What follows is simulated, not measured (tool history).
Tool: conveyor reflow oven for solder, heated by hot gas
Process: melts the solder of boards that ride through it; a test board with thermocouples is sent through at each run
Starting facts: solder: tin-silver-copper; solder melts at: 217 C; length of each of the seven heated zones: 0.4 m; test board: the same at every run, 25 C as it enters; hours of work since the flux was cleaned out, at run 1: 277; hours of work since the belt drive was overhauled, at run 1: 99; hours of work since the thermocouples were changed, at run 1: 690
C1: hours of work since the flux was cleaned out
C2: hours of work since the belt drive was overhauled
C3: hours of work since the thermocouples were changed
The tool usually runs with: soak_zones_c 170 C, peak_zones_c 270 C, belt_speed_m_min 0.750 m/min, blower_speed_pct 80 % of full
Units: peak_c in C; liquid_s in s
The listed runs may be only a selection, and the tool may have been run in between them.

run 1 hour=0.0 | soak_zones_c=170 peak_zones_c=270 belt_speed_m_min=0.750 blower_speed_pct=80 | C1=277 C2=99 C3=690 | peak_c=244.2 liquid_s=40.4
run 2 hour=22.9 | soak_zones_c=170 peak_zones_c=270 belt_speed_m_min=0.750 blower_speed_pct=80 | C1=294 C2=116 C3=708 | peak_c=245.3 liquid_s=39.8
run 3 hour=67.2 | soak_zones_c=170 peak_zones_c=270 belt_speed_m_min=0.750 blower_speed_pct=80 | C1=328 C2=150 C3=741 | peak_c=244.7 liquid_s=40.0
-- hour=80.7 flux residue cleaned out of gas plates and filters
run 4 hour=124.3 | soak_zones_c=170 peak_zones_c=270 belt_speed_m_min=0.750 blower_speed_pct=80 | C1=33 C2=190 C3=781 | peak_c=242.7 liquid_s=38.3
run 5 hour=156.1 | soak_zones_c=170 peak_zones_c=270 belt_speed_m_min=0.750 blower_speed_pct=80 | C1=57 C2=214 C3=805 | peak_c=242.6 liquid_s=37.8
run 6 hour=205.5 | soak_zones_c=170 peak_zones_c=270 belt_speed_m_min=0.750 blower_speed_pct=80 | C1=95 C2=252 C3=843 | peak_c=242.4 liquid_s=37.9
-- hour=218.4 flux residue cleaned out of gas plates and filters, once more
run 7 hour=262.5 | soak_zones_c=170 peak_zones_c=270 belt_speed_m_min=0.750 blower_speed_pct=80 | C1=34 C2=291 C3=883 | peak_c=247.4 liquid_s=42.8
run 8 hour=309.5 | soak_zones_c=170 peak_zones_c=270 belt_speed_m_min=0.750 blower_speed_pct=80 | C1=69 C2=327 C3=919 | peak_c=247.2 liquid_s=42.6
run 9 hour=348.4 | soak_zones_c=170 peak_zones_c=270 belt_speed_m_min=0.750 blower_speed_pct=64 | C1=99 C2=357 C3=948 | peak_c=242.6 liquid_s=38.2
run 10 hour=387.0 | soak_zones_c=170 peak_zones_c=270 belt_speed_m_min=0.750 blower_speed_pct=64 | C1=129 C2=386 C3=978 | peak_c=242.7 liquid_s=38.1
run 11 hour=435.5 | soak_zones_c=164 peak_zones_c=275 belt_speed_m_min=0.750 blower_speed_pct=80 | C1=166 C2=423 C3=1015 | peak_c=249.3 liquid_s=41.8
-- hour=458.0 thermocouples of zones 6 and 7 changed
run 12 hour=488.7 | soak_zones_c=164 peak_zones_c=275 belt_speed_m_min=0.750 blower_speed_pct=80 | C1=205 C2=462 C3=23 | peak_c=251.1 liquid_s=42.7
run 13 hour=521.1 | soak_zones_c=178 peak_zones_c=275 belt_speed_m_min=0.843 blower_speed_pct=53 | C1=229 C2=487 C3=48 | peak_c=240.0 liquid_s=32.4
run 14 hour=542.6 | soak_zones_c=169 peak_zones_c=275 belt_speed_m_min=0.843 blower_speed_pct=58 | C1=246 C2=504 C3=65 | peak_c=238.8 liquid_s=29.3
run 15 hour=571.5 | soak_zones_c=169 peak_zones_c=275 belt_speed_m_min=0.843 blower_speed_pct=58 | C1=268 C2=526 C3=87 | peak_c=239.1 liquid_s=29.2
run 16 hour=613.4 | soak_zones_c=169 peak_zones_c=275 belt_speed_m_min=0.843 blower_speed_pct=58 | C1=300 C2=558 C3=119 | peak_c=238.5 liquid_s=28.7

Below are 5 alternative next runs, each starting from the tool's condition after run 16. Predict each:
run A hour=640.2 | soak_zones_c=179 peak_zones_c=275 belt_speed_m_min=0.808 blower_speed_pct=60 | C1=320 C2=578 C3=139 | peak_c=? liquid_s=?
run B hour=640.2 | soak_zones_c=169 peak_zones_c=275 belt_speed_m_min=0.843 blower_speed_pct=58 | C1=320 C2=578 C3=139 | peak_c=? liquid_s=?
run C hour=640.2 | soak_zones_c=169 peak_zones_c=275 belt_speed_m_min=0.740 blower_speed_pct=58 | C1=320 C2=578 C3=139 | peak_c=? liquid_s=?
run D hour=640.2 | soak_zones_c=173 peak_zones_c=270 belt_speed_m_min=0.843 blower_speed_pct=61 | C1=320 C2=578 C3=139 | peak_c=? liquid_s=?
run E hour=640.2 | soak_zones_c=159 peak_zones_c=270 belt_speed_m_min=0.750 blower_speed_pct=80 | C1=320 C2=578 C3=139 | peak_c=? liquid_s=?

run=A peak_c=244.3 liquid_s=38.0
run=B peak_c=238.0 liquid_s=28.9
run=C peak_c=245.1 liquid_s=39.6
run=D peak_c=237.0 liquid_s=28.6
run=E peak_c=243.5 liquid_s=36.6
Stripped of hidden state, with their random variation kept, the same runs would have yielded:
run=A peak_c=246.9 liquid_s=39.9
run=B peak_c=240.9 liquid_s=31.2
run=C peak_c=247.7 liquid_s=41.4
run=D peak_c=239.7 liquid_s=31.0
run=E peak_c=246.4 liquid_s=38.8

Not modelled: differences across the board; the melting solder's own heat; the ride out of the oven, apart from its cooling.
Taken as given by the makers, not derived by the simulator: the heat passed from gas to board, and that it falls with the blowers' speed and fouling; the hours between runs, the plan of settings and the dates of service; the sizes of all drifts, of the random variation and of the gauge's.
